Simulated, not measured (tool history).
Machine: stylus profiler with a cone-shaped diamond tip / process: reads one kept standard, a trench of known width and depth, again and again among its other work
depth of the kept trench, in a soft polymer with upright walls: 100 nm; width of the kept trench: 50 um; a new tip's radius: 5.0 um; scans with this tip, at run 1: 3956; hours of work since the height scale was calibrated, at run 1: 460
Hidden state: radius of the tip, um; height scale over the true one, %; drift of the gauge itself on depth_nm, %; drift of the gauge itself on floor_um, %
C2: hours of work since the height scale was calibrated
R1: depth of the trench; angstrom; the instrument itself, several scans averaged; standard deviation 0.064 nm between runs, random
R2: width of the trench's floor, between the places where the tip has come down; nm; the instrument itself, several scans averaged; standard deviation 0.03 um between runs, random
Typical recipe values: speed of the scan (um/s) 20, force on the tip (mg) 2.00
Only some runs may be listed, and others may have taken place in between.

run 1 day=0.000 | speed_of_the_scan_(um/s)=20 force_on_the_tip_(mg)=2.00 | scans_with_this_tip=3956 C2=460 | R1=1015.3 R2=47730
run 2 day=0.408 | speed_of_the_scan_(um/s)=20 force_on_the_tip_(mg)=2.00 | scans_with_this_tip=4010 C2=467 | R1=1015.9 R2=47750
run 3 day=1.117 | speed_of_the_scan_(um/s)=20 force_on_the_tip_(mg)=2.00 | scans_with_this_tip=4104 C2=478 | R1=1016.2 R2=47740
run 4 day=1.842 | speed_of_the_scan_(um/s)=44 force_on_the_tip_(mg)=2.00 | scans_with_this_tip=4200 C2=489 | R1=1015.3 R2=47570
run 5 day=2.342 | speed_of_the_scan_(um/s)=47 force_on_the_tip_(mg)=2.00 | scans_with_this_tip=4267 C2=497 | R1=1015.2 R2=47610
run 6 day=2.962 | speed_of_the_scan_(um/s)=47 force_on_the_tip_(mg)=2.00 | scans_with_this_tip=4349 C2=506 | R1=1016.1 R2=47560
run 7 day=3.288 | speed_of_the_scan_(um/s)=47 force_on_the_tip_(mg)=2.69 | scans_with_this_tip=4392 C2=511 | R1=1019.1 R2=47600
run 8 day=3.954 | speed_of_the_scan_(um/s)=17 force_on_the_tip_(mg)=2.00 | scans_with_this_tip=4481 C2=522 | R1=1015.8 R2=47730
run 9 day=4.317 | speed_of_the_scan_(um/s)=20 force_on_the_tip_(mg)=2.00 | scans_with_this_tip=4529 C2=527 | R1=1015.8 R2=47670
run 10 day=4.625 | speed_of_the_scan_(um/s)=20 force_on_the_tip_(mg)=2.00 | scans_with_this_tip=4570 C2=532 | R1=1016.4 R2=47800
run 11 day=5.071 | speed_of_the_scan_(um/s)=20 force_on_the_tip_(mg)=2.00 | scans_with_this_tip=4629 C2=539 | R1=1016.9 R2=47730
run 12 day=5.688 | speed_of_the_scan_(um/s)=20 force_on_the_tip_(mg)=3.30 | scans_with_this_tip=4711 C2=548 | R1=1021.8 R2=47790
run 13 day=6.092 | speed_of_the_scan_(um/s)=20 force_on_the_tip_(mg)=2.00 | scans_with_this_tip=4765 C2=555 | R1=1016.3 R2=47680
run 14 day=6.571 | speed_of_the_scan_(um/s)=8 force_on_the_tip_(mg)=2.00 | scans_with_this_tip=4829 C2=562 | R1=1015.7 R2=47810
run 15 day=7.292 | speed_of_the_scan_(um/s)=8 force_on_the_tip_(mg)=2.16 | scans_with_this_tip=4924 C2=573 | R1=1017.3 R2=47810
run 16 day=7.729 | speed_of_the_scan_(um/s)=20 force_on_the_tip_(mg)=2.00 | scans_with_this_tip=4983 C2=580 | R1=1016.2 R2=47700
run 17 day=8.200 | speed_of_the_scan_(um/s)=20 force_on_the_tip_(mg)=2.00 | scans_with_this_tip=5045 C2=587 | R1=1017.4 R2=47710
run 18 day=8.904 | speed_of_the_scan_(um/s)=20 force_on_the_tip_(mg)=3.94 | scans_with_this_tip=5139 C2=598 | R1=1023.2 R2=47730
run 19 day=9.392 | speed_of_the_scan_(um/s)=20 force_on_the_tip_(mg)=3.94 | scans_with_this_tip=5203 C2=606 | R1=1024.9 R2=47760
run 20 day=9.912 | speed_of_the_scan_(um/s)=20 force_on_the_tip_(mg)=1.84 | scans_with_this_tip=5273 C2=614 | R1=1015.8 R2=47680
run 21 day=10.346 | speed_of_the_scan_(um/s)=65 force_on_the_tip_(mg)=1.51 | scans_with_this_tip=5330 C2=620 | R1=1014.1 R2=47290
run 22 day=11.067 | speed_of_the_scan_(um/s)=15 force_on_the_tip_(mg)=5.56 | scans_with_this_tip=5426 C2=632 | R1=1029.2 R2=47700
run 23 day=11.679 | speed_of_the_scan_(um/s)=15 force_on_the_tip_(mg)=5.56 | scans_with_this_tip=5507 C2=641 | R1=1029.7 R2=47830
run 24 day=12.417 | speed_of_the_scan_(um/s)=20 force_on_the_tip_(mg)=5.33 | scans_with_this_tip=5605 C2=652 | R1=1028.0 R2=47750
run 25 day=13.117 | speed_of_the_scan_(um/s)=25 force_on_the_tip_(mg)=2.43 | scans_with_this_tip=5698 C2=663 | R1=1018.9 R2=47650
run 26 day=13.525 | speed_of_the_scan_(um/s)=61 force_on_the_tip_(mg)=1.03 | scans_with_this_tip=5753 C2=670 | R1=1011.9 R2=47230
-- day=13.579 height scale calibrated on a step standard
run 27 day=14.058 | speed_of_the_scan_(um/s)=61 force_on_the_tip_(mg)=1.03 | scans_with_this_tip=5821 C2=7 | R1=1013.7 R2=47220
run 28 day=14.712 | speed_of_the_scan_(um/s)=61 force_on_the_tip_(mg)=1.03 | scans_with_this_tip=5908 C2=18 | R1=1012.0 R2=47230
run 29 day=15.208 | speed_of_the_scan_(um/s)=61 force_on_the_tip_(mg)=1.03 | scans_with_this_tip=5974 C2=25 | R1=1013.2 R2=47220
run 30 day=15.688 | speed_of_the_scan_(um/s)=28 force_on_the_tip_(mg)=1.38 | scans_with_this_tip=6037 C2=33 | R1=1016.0 R2=47600
-- day=15.833 height scale calibrated on a step standard, once more
run 31 day=16.421 | speed_of_the_scan_(um/s)=6 force_on_the_tip_(mg)=1.20 | scans_with_this_tip=6132 C2=9 | R1=1008.7 R2=47800
run 32 day=16.929 | speed_of_the_scan_(um/s)=16 force_on_the_tip_(mg)=2.00 | scans_with_this_tip=6199 C2=17 | R1=1012.6 R2=47720
run 33 day=17.412 | speed_of_the_scan_(um/s)=16 force_on_the_tip_(mg)=2.00 | scans_with_this_tip=6264 C2=24 | R1=1013.4 R2=47740
run 34 day=18.167 | speed_of_the_scan_(um/s)=16 force_on_the_tip_(mg)=2.00 | scans_with_this_tip=6364 C2=36 | R1=1013.7 R2=47750
run 35 day=18.479 | speed_of_the_scan_(um/s)=19 force_on_the_tip_(mg)=1.90 | scans_with_this_tip=6406 C2=41 | R1=1013.3 R2=47650
run 36 day=19.033 | speed_of_the_scan_(um/s)=19 force_on_the_tip_(mg)=1.90 | scans_with_this_tip=6479 C2=49 | R1=1013.8 R2=47650
run 37 day=19.375 | speed_of_the_scan_(um/s)=8 force_on_the_tip_(mg)=4.98 | scans_with_this_tip=6524 C2=55 | R1=1024.0 R2=47770
run 38 day=19.896 | speed_of_the_scan_(um/s)=8 force_on_the_tip_(mg)=4.98 | scans_with_this_tip=6593 C2=63 | R1=1024.2 R2=47750
run 39 day=20.462 | speed_of_the_scan_(um/s)=26 force_on_the_tip_(mg)=3.03 | scans_with_this_tip=6669 C2=72 | R1=1017.9 R2=47680
run 40 day=20.775 | speed_of_the_scan_(um/s)=26 force_on_the_tip_(mg)=3.03 | scans_with_this_tip=6711 C2=76 | R1=1018.2 R2=47670

What if the next run were any one of these 5? Each begins from the tool's condition after run 40:
run A day=21.258 | speed_of_the_scan_(um/s)=61 force_on_the_tip_(mg)=1.48 | scans_with_this_tip=6775 C2=84 | R1=? R2=?
run B day=21.258 | speed_of_the_scan_(um/s)=26 force_on_the_tip_(mg)=0.71 | scans_with_this_tip=6775 C2=84 | R1=? R2=?
run C day=21.258 | speed_of_the_scan_(um/s)=22 force_on_the_tip_(mg)=4.91 | scans_with_this_tip=6775 C2=84 | R1=? R2=?
run D day=21.258 | speed_of_the_scan_(um/s)=78 force_on_the_tip_(mg)=2.00 | scans_with_this_tip=6775 C2=84 | R1=? R2=?
run E day=21.258 | speed_of_the_scan_(um/s)=14 force_on_the_tip_(mg)=0.73 | scans_with_this_tip=6775 C2=84 | R1=? R2=?

run=A R1=1011.0 R2=47310
run=B R1=1006.6 R2=47510
run=C R1=1024.4 R2=47710
run=D R1=1012.7 R2=47270
run=E R1=1007.3 R2=47640
With the hidden condition removed and each run's random variation left untouched, the same runs would have given:
run=A R1=1010.6 R2=47500
run=B R1=1006.1 R2=47700
run=C R1=1023.9 R2=47900
run=D R1=1012.3 R2=47460
run=E R1=1006.8 R2=47830
